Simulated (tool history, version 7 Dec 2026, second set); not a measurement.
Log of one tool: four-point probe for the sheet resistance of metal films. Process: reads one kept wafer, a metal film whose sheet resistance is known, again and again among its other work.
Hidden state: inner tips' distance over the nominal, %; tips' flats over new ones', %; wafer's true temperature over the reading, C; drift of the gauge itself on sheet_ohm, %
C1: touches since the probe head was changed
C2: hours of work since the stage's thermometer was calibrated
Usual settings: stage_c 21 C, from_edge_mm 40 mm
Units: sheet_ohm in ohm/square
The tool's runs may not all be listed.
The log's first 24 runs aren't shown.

Run 25, hour 624.5: usual settings but stage_c 22 C, from_edge_mm 10 mm; C1 43753; C2 1277. Result: sheet_ohm 6.041077 ohm/square.
Run 26, hour 655.8: usual settings but stage_c 22 C, from_edge_mm 35 mm; C1 45266; C2 1300. Result: sheet_ohm 6.031032 ohm/square.
Run 27, hour 687.5: usual settings but stage_c 28 C, from_edge_mm 15 mm; C1 46794; C2 1324. Result: sheet_ohm 6.036687 ohm/square.
Run 28, hour 712.5: usual settings but stage_c 19 C, from_edge_mm 25 mm; C1 48001; C2 1343. Result: sheet_ohm 6.028923 ohm/square.
Run 29, hour 741.1: usual settings but stage_c 25 C, from_edge_mm 6 mm; C1 49380; C2 1365. Result: sheet_ohm 6.067406 ohm/square.
Run 30, hour 772.5: usual settings but stage_c 33 C, from_edge_mm 22 mm; C1 50894; C2 1389. Result: sheet_ohm 6.036888 ohm/square.
Run 31, hour 792.8: usual settings but stage_c 22 C, from_edge_mm 17 mm; C1 51874; C2 1404. Result: sheet_ohm 6.032427 ohm/square.
Run 32, hour 821.1: usual settings but stage_c 22 C, from_edge_mm 17 mm; C1 53241; C2 1426. Result: sheet_ohm 6.033845 ohm/square.
Run 33, hour 858.4: usual settings but stage_c 22 C, from_edge_mm 17 mm; C1 55039; C2 1454. Result: sheet_ohm 6.034974 ohm/square.
Run 34, hour 885.6: usual settings but stage_c 33 C, from_edge_mm 44 mm; C1 56349; C2 1474. Result: sheet_ohm 6.032942 ohm/square.
Run 35, hour 917.3: usual settings but stage_c 33 C, from_edge_mm 44 mm; C1 57882; C2 1498. Result: sheet_ohm 6.033420 ohm/square.
Run 36, hour 946.9: usual settings but stage_c 33 C, from_edge_mm 44 mm; C1 59307; C2 1521. Result: sheet_ohm 6.035840 ohm/square.
Run 37, hour 968.9: usual settings but stage_c 22 C, from_edge_mm 21 mm; C1 60371; C2 1538. Result: sheet_ohm 6.032276 ohm/square.
Run 38, hour 988.3: usual settings but stage_c 22 C, from_edge_mm 21 mm; C1 61305; C2 1552. Result: sheet_ohm 6.034233 ohm/square.
Run 39, hour 1023.2: usual settings but stage_c 22 C, from_edge_mm 21 mm; C1 62990; C2 1579. Result: sheet_ohm 6.033649 ohm/square.
Run 40, hour 1039.3: usual settings but stage_c 22 C, from_edge_mm 21 mm; C1 63768; C2 1591. Result: sheet_ohm 6.033786 ohm/square.
Run 41, hour 1066.0: usual settings but stage_c 20 C, from_edge_mm 5 mm; C1 65055; C2 1611. Result: sheet_ohm 6.081692 ohm/square.
Run 42, hour 1099.4: usual settings but stage_c 24 C; C1 66663; C2 1636. Result: sheet_ohm 6.032253 ohm/square.
Run 43, hour 1120.5: usual settings but stage_c 25 C, from_edge_mm 67 mm; C1 67684; C2 1652. Result: sheet_ohm 6.033510 ohm/square.
Run 44, hour 1145.5: usual settings but stage_c 18 C, from_edge_mm 7 mm; C1 68889; C2 1671. Result: sheet_ohm 6.054237 ohm/square.

5 ways to go on from here, each from the tool as it stands after run 44. What would each give?
Run A, hour 1167.4: usual settings but stage_c 31 C, from_edge_mm 47 mm; C1 69944; C2 1688. Result: sheet_ohm ?.
Run B, hour 1167.4: usual settings but stage_c 24 C, from_edge_mm 10 mm; C1 69944; C2 1688. Result: sheet_ohm ?.
Run C, hour 1167.4: usual settings but stage_c 22 C, from_edge_mm 60 mm; C1 69944; C2 1688. Result: sheet_ohm ?.
Run D, hour 1167.4: usual settings but from_edge_mm 5 mm; C1 69944; C2 1688. Result: sheet_ohm ?.
Run E, hour 1167.4: usual settings but stage_c 26 C, from_edge_mm 56 mm; C1 69944; C2 1688. Result: sheet_ohm ?.

run  sheet_ohm
  A   6.035151
  B   6.044553
  C   6.032368
  D   6.081122
  E   6.033354
Without the tool's hidden state the same runs would have given:
run  sheet_ohm
  A   6.042401
  B   6.051996
  C   6.039850
  D   6.088692
  E   6.040731
